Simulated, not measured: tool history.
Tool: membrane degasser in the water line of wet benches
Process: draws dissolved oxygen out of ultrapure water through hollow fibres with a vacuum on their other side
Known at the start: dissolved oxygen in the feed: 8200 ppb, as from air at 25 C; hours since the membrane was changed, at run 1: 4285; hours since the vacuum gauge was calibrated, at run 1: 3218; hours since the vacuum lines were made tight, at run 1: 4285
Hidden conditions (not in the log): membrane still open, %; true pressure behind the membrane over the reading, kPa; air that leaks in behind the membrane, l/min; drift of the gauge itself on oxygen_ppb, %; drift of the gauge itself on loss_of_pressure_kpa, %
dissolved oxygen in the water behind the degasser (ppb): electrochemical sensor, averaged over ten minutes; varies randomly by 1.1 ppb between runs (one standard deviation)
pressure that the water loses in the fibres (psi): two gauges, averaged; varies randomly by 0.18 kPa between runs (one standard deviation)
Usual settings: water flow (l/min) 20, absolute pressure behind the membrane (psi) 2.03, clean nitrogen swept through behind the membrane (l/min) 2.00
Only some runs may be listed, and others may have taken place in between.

| run | hour | water flow (l/min) | absolute pressure behind the membrane (psi) | clean nitrogen swept through behind the membrane (l/min) | hours since the membrane was changed | hours since the vacuum gauge was calibrated | hours since the vacuum lines were made tight | dissolved oxygen in the water behind the degasser (ppb) | pressure that the water loses in the fibres (psi) |
|---|---|---|---|---|---|---|---|---|---|
| 1 | 0.0 | 20 | 2.03 | 2.00 | 4285 | 3218 | 4285 | 262.2 | 5.455 |
| 2 | 98.8 | 20 | 2.03 | 2.00 | 4384 | 3317 | 4384 | 262.0 | 5.440 |
| 3 | 191.5 | 20 | 2.03 | 2.00 | 4477 | 3410 | 4477 | 259.4 | 5.422 |
| 4 | 319.1 | 20 | 2.03 | 2.00 | 4604 | 3538 | 4604 | 261.0 | 5.443 |
| 5 | 413.2 | 20 | 2.03 | 2.00 | 4698 | 3632 | 4698 | 259.4 | 5.414 |
| 6 | 551.5 | 20 | 2.03 | 2.00 | 4837 | 3770 | 4837 | 259.5 | 5.485 |
| 7 | 640.9 | 20 | 2.03 | 2.00 | 4926 | 3859 | 4926 | 262.2 | 5.424 |
| 8 | 771.9 | 20 | 2.03 | 2.00 | 5057 | 3990 | 5057 | 264.0 | 5.485 |
| 9 | 900.5 | 20 | 2.03 | 2.00 | 5186 | 4119 | 5186 | 262.4 | 5.517 |
| 10 | 963.7 | 20 | 2.03 | 2.00 | 5249 | 4182 | 5249 | 264.7 | 5.539 |
| 11 | 1079.1 | 20 | 2.03 | 2.00 | 5364 | 4298 | 5364 | 263.6 | 5.474 |
| 12 | 1180.4 | 20 | 2.03 | 2.00 | 5466 | 4399 | 5466 | 264.5 | 5.477 |
| 13 | 1298.2 | 20 | 2.03 | 2.00 | 5583 | 4517 | 5583 | 263.6 | 5.471 |
| 14 | 1386.9 | 20 | 2.03 | 2.00 | 5672 | 4605 | 5672 | 263.4 | 5.458 |
| 15 | 1475.5 | 20 | 2.03 | 2.00 | 5761 | 4694 | 5761 | 264.1 | 5.552 |
| 16 | 1606.7 | 20 | 2.03 | 2.00 | 5892 | 4825 | 5892 | 265.2 | 5.498 |
|  | 1721.0 | seals of the vacuum lines changed |
| 17 | 1721.0 | 15 | 1.84 | 1.80 | 6004 | 4938 | 0 | 195.3 | 4.147 |
| 18 | 1828.5 | 15 | 1.84 | 1.80 | 6112 | 5045 | 108 | 195.7 | 4.161 |
| 19 | 1892.9 | 31 | 1.86 | 1.80 | 6176 | 5109 | 172 | 384.1 | 8.589 |
| 20 | 2010.8 | 31 | 1.86 | 1.80 | 6294 | 5227 | 290 | 386.3 | 8.566 |
| 21 | 2076.8 | 28 | 1.86 | 3.70 | 6360 | 5293 | 356 | 187.9 | 7.758 |
| 22 | 2191.8 | 28 | 1.86 | 3.70 | 6475 | 5408 | 471 | 187.3 | 7.761 |
| 23 | 2334.8 | 13 | 3.15 | 1.42 | 6618 | 5551 | 614 | 396.4 | 3.614 |
| 24 | 2445.1 | 13 | 3.15 | 1.42 | 6728 | 5662 | 724 | 400.6 | 3.656 |
| 25 | 2536.3 | 26 | 1.54 | 5.73 | 6819 | 5753 | 815 | 94.5 | 7.266 |
| 26 | 2649.3 | 23 | 2.03 | 1.08 | 6932 | 5866 | 928 | 508.1 | 6.430 |
| 27 | 2714.2 | 30 | 2.52 | 2.32 | 6997 | 5931 | 993 | 430.8 | 8.324 |
| 28 | 2810.7 | 13 | 2.52 | 1.98 | 7094 | 6027 | 1090 | 230.4 | 3.643 |
| 29 | 2899.9 | 13 | 2.52 | 1.98 | 7183 | 6116 | 1179 | 228.9 | 3.636 |
| 30 | 2985.7 | 13 | 2.52 | 6.00 | 7269 | 6202 | 1265 | 79.8 | 3.658 |
| 31 | 3056.4 | 13 | 1.65 | 1.23 | 7339 | 6273 | 1335 | 213.6 | 3.590 |

Measured result minus the same run's result without the hidden state. Both carry the same run-to-run variation, though not necessarily the same gauge scatter:
| run | dissolved oxygen in the water behind the degasser (ppb) | pressure that the water loses in the fibres (psi) |
|---|---|---|
| 1 | +8.7 | +0.197 |
| 2 | +9.1 | +0.202 |
| 3 | +9.2 | +0.206 |
| 4 | +9.6 | +0.215 |
| 5 | +9.8 | +0.219 |
| 6 | +10.2 | +0.225 |
| 7 | +10.5 | +0.229 |
| 8 | +11.0 | +0.238 |
| 9 | +11.3 | +0.245 |
| 10 | +11.5 | +0.247 |
| 11 | +11.8 | +0.252 |
| 12 | +12.1 | +0.258 |
| 13 | +12.4 | +0.265 |
| 14 | +12.7 | +0.270 |
| 15 | +13.0 | +0.276 |
| 16 | +13.4 | +0.281 |
| 17 | +7.1 | +0.216 |
| 18 | +7.3 | +0.220 |
| 19 | +16.2 | +0.463 |
| 20 | +16.7 | +0.470 |
| 21 | +9.7 | +0.431 |
| 22 | +9.9 | +0.439 |
| 23 | +8.9 | +0.209 |
| 24 | +9.4 | +0.213 |
| 25 | +7.6 | +0.432 |
| 26 | +20.2 | +0.390 |
| 27 | +15.9 | +0.512 |
| 28 | +8.2 | +0.226 |
| 29 | +8.3 | +0.229 |
| 30 | +3.5 | +0.232 |
| 31 | +12.3 | +0.234 |

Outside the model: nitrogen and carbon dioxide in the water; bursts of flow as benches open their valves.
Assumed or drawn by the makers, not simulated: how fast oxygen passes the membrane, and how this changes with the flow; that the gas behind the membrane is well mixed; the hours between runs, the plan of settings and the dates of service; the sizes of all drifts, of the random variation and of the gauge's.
